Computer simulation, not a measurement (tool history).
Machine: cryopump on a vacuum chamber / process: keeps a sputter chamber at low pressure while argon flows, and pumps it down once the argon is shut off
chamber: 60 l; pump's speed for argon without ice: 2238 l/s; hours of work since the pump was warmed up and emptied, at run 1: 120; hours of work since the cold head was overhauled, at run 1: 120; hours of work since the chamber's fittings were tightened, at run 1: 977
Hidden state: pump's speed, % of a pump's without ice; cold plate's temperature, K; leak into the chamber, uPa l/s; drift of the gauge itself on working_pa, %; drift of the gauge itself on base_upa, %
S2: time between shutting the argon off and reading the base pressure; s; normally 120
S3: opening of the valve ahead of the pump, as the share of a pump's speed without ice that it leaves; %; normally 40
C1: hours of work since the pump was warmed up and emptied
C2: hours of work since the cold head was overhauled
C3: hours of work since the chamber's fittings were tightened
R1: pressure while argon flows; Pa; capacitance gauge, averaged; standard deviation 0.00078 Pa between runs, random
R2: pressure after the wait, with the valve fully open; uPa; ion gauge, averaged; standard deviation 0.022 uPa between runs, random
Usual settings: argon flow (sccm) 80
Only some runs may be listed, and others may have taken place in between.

run 1 hour=0 | argon_flow_(sccm)=80 S2=120 S3=40 | C1=120 C2=120 C3=977 | R1=0.1544 R2=1.05
run 2 hour=30.3 | argon_flow_(sccm)=80 S2=120 S3=40 | C1=144 C2=144 C3=1001 | R1=0.1531 R2=1.06
run 3 hour=50.3 | argon_flow_(sccm)=34 S2=120 S3=40 | C1=159 C2=159 C3=1017 | R1=0.0667 R2=1.06
run 4 hour=73 | argon_flow_(sccm)=80 S2=120 S3=40 | C1=177 C2=177 C3=1035 | R1=0.1549 R2=1.12
run 5 hour=103.6 | argon_flow_(sccm)=80 S2=120 S3=40 | C1=201 C2=201 C3=1059 | R1=0.1541 R2=1.11
run 6 hour=136 | argon_flow_(sccm)=80 S2=120 S3=40 | C1=227 C2=227 C3=1084 | R1=0.1554 R2=1.17
run 7 hour=154.6 | argon_flow_(sccm)=80 S2=120 S3=40 | C1=241 C2=241 C3=1099 | R1=0.1562 R2=1.14
run 8 hour=169 | argon_flow_(sccm)=80 S2=120 S3=40 | C1=253 C2=253 C3=1110 | R1=0.1558 R2=1.13
run 9 hour=197 | argon_flow_(sccm)=80 S2=120 S3=40 | C1=275 C2=275 C3=1132 | R1=0.1575 R2=1.17
run 10 hour=228.4 | argon_flow_(sccm)=96 S2=120 S3=40 | C1=299 C2=299 C3=1157 | R1=0.1899 R2=1.17
run 11 hour=255.9 | argon_flow_(sccm)=96 S2=120 S3=40 | C1=321 C2=321 C3=1178 | R1=0.1894 R2=1.22
run 12 hour=287.5 | argon_flow_(sccm)=90 S2=157 S3=17 | C1=346 C2=346 C3=1203 | R1=0.4072 R2=1.07
run 13 hour=302.8 | argon_flow_(sccm)=38 S2=157 S3=45 | C1=358 C2=358 C3=1215 | R1=0.0675 R2=1.11
run 14 hour=321.6 | argon_flow_(sccm)=38 S2=157 S3=45 | C1=372 C2=372 C3=1230 | R1=0.0666 R2=1.1
run 15 hour=342.7 | argon_flow_(sccm)=80 S2=176 S3=50 | C1=389 C2=389 C3=1246 | R1=0.1268 R2=1.06
run 16 hour=364 | argon_flow_(sccm)=134 S2=219 S3=50 | C1=406 C2=406 C3=1263 | R1=0.2151 R2=0.99
run 17 hour=393.6 | argon_flow_(sccm)=134 S2=219 S3=50 | C1=429 C2=429 C3=1286 | R1=0.2158 R2=1.05
run 18 hour=414.7 | argon_flow_(sccm)=134 S2=219 S3=50 | C1=446 C2=446 C3=1303 | R1=0.2172 R2=1.07
run 19 hour=436.7 | argon_flow_(sccm)=50 S2=31 S3=40 | C1=463 C2=463 C3=1320 | R1=0.1013 R2=2.78
run 20 hour=469.2 | argon_flow_(sccm)=94 S2=120 S3=40 | C1=488 C2=488 C3=1346 | R1=0.1872 R2=1.36
run 21 hour=487 | argon_flow_(sccm)=68 S2=41 S3=44 | C1=502 C2=502 C3=1360 | R1=0.1251 R2=2.26

Measured less the same run without the tool's hidden state. The same run-to-run variation is in both; the gauge's scatter may not be:
run=1 R1=+0.0023 R2=+0.42
run=2 R1=+0.0028 R2=+0.44
run=3 R1=+0.0013 R2=+0.45
run=4 R1=+0.0034 R2=+0.47
run=5 R1=+0.0038 R2=+0.48
run=6 R1=+0.0044 R2=+0.51
run=7 R1=+0.0046 R2=+0.49
run=8 R1=+0.0048 R2=+0.5
run=9 R1=+0.0053 R2=+0.54
run=10 R1=+0.0069 R2=+0.54
run=11 R1=+0.0073 R2=+0.56
run=12 R1=+0.0075 R2=+0.56
run=13 R1=+0.0033 R2=+0.57
run=14 R1=+0.0034 R2=+0.59
run=15 R1=+0.0075 R2=+0.6
run=16 R1=+0.0131 R2=+0.61
run=17 R1=+0.0139 R2=+0.63
run=18 R1=+0.0146 R2=+0.65
run=19 R1=+0.0057 R2=+0.67
run=20 R1=+0.0112 R2=+0.68
run=21 R1=+0.0084 R2=+0.68

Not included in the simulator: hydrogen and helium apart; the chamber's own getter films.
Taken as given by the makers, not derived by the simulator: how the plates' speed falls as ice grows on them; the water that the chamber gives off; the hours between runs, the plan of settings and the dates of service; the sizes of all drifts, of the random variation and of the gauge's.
